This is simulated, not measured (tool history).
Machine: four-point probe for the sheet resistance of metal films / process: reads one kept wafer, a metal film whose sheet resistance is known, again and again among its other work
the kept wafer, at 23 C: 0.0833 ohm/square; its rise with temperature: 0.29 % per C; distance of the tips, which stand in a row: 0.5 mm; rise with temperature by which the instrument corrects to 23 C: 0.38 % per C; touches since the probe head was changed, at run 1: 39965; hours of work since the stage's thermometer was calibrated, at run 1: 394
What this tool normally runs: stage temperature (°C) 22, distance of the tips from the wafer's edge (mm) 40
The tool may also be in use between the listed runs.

run    hour  stage temperature (°C)  distance of the tips from the wafer's edge (mm)  touches since the probe head was changed  hours of work since the stage's thermometer was calibrated  sheet resistance as the instrument gives it (ohm/square)
  1     0.0                      22                                               40                                     39965                                                         394                                                  0.083438
  2    41.7                      22                                               40                                     41423                                                         426                                                  0.083443
  3    76.1                      22                                               40                                     42628                                                         453                                                  0.083470
  4   113.3                      22                                               40                                     43927                                                         482                                                  0.083432
  5   146.8                      22                                               40                                     45100                                                         508                                                  0.083457
  6   180.5                      22                                               40                                     46278                                                         534                                                  0.083464
  7   218.2                      22                                               40                                     47598                                                         563                                                  0.083468
  8   245.3                      24                                               40                                     48547                                                         584                                                  0.083336
  9   287.6                      24                                               40                                     50023                                                         617                                                  0.083296
 10   321.2                      20                                               40                                     51200                                                         643                                                  0.083682
 11   353.2                      20                                                5                                     52319                                                         667                                                  0.084066
 12   392.6                      20                                                5                                     53697                                                         698                                                  0.084113
 13   413.2                      20                                                5                                     54418                                                         714                                                  0.084110
 14   432.8                      20                                                5                                     55103                                                         729                                                  0.084095
 15   468.9                      22                                               54                                     56366                                                         757                                                  0.083523
 16   503.4                      22                                               32                                     57573                                                         784                                                  0.083499
 17   547.1                      22                                               32                                     59102                                                         818                                                  0.083498
 18   571.9                      22                                               32                                     59968                                                         837                                                  0.083506
 19   604.6                      22                                               32                                     61112                                                         862                                                  0.083517
 20   628.1                      22                                               23                                     61932                                                         880                                                  0.083526
 21   651.4                      22                                               23                                     62748                                                         898                                                  0.083533
 22   675.2                      22                                               23                                     63583                                                         917                                                  0.083552
 23   693.2                      22                                               17                                     64212                                                         931                                                  0.083579
 24   720.9                      32                                                4                                     65178                                                         952                                                  0.083459
 25   760.5                      28                                               15                                     66565                                                         983                                                  0.083136
 26   793.1                      33                                               11                                     67705                                                        1008                                                  0.082812
 27   829.2                      19                                               25                                     68966                                                        1036                                                  0.083803
 28   850.8                      22                                               12                                     69724                                                        1053                                                  0.083601
 29   873.9                      23                                                3                                     70533                                                        1071                                                  0.084724
 30   915.9                      23                                                3                                     72000                                                        1103                                                  0.084695
 31   933.5                      25                                                6                                     72617                                                        1117                                                  0.083616
 32   953.1                      25                                                6                                     73301                                                        1132                                                  0.083649
 33   987.0                      20                                               19                                     74487                                                        1158                                                  0.083763
 34  1010.2                      20                                               19                                     75299                                                        1176                                                  0.083755
 35  1040.6                      34                                               30                                     76362                                                        1200                                                  0.082692
 36  1065.0                      34                                               30                                     77216                                                        1219                                                  0.082652
 37  1106.5                      21                                               13                                     78667                                                        1251                                                  0.083731
 38  1127.9                      30                                                4                                     79415                                                        1268                                                  0.083654
     1153.1  -- new probe head fitted
 39  1161.2                      19                                               22                                       281                                                        1293                                                  0.083841
 40  1203.4                      34                                               33                                      1757                                                        1325                                                  0.082701
 41  1242.7                      22                                                3                                      3133                                                        1356                                                  0.084858
 42  1264.1                      29                                               13                                      3880                                                        1372                                                  0.083122
 43  1302.6                      27                                               13                                      5226                                                        1402                                                  0.083315
 44  1320.9                      27                                               13                                      5868                                                        1416                                                  0.083282

Hidden state or all else? Some run-to-run changes of sheet resistance as the instrument gives it (ohm/square), split into what the settings, what came in and random variation would give without the hidden state, and what is left for the hidden state (with any gauge scatter that isn't in both results):
The hidden state here: inner tips' distance over the nominal, %; tips' flats over new ones', %; wafer's true temperature over the reading, C; drift of the gauge itself on sheet_ohm, %.
Run 11 -> 12: no setting changed, nothing entered. sheet resistance as the instrument gives it (ohm/square) +0.000047: hidden state +0.000007, all else +0.000040.
Run 16 -> 17: no setting changed, nothing entered. sheet resistance as the instrument gives it (ohm/square) -0.000001: hidden state +0.000007, all else -0.000008.
Run 39 -> 40: stage temperature (°C) 19 -> 34, distance of the tips from the wafer's edge (mm) 22 -> 33. sheet resistance as the instrument gives it (ohm/square) -0.001140: hidden state +0.000007, all else -0.001147.
Run 40 -> 41: stage temperature (°C) 34 -> 22, distance of the tips from the wafer's edge (mm) 33 -> 3. sheet resistance as the instrument gives it (ohm/square) +0.002157: hidden state +0.000008, all else +0.002149.
Run 41 -> 42: stage temperature (°C) 22 -> 29, distance of the tips from the wafer's edge (mm) 3 -> 13. sheet resistance as the instrument gives it (ohm/square) -0.001736: hidden state +0.000002, all else -0.001738.
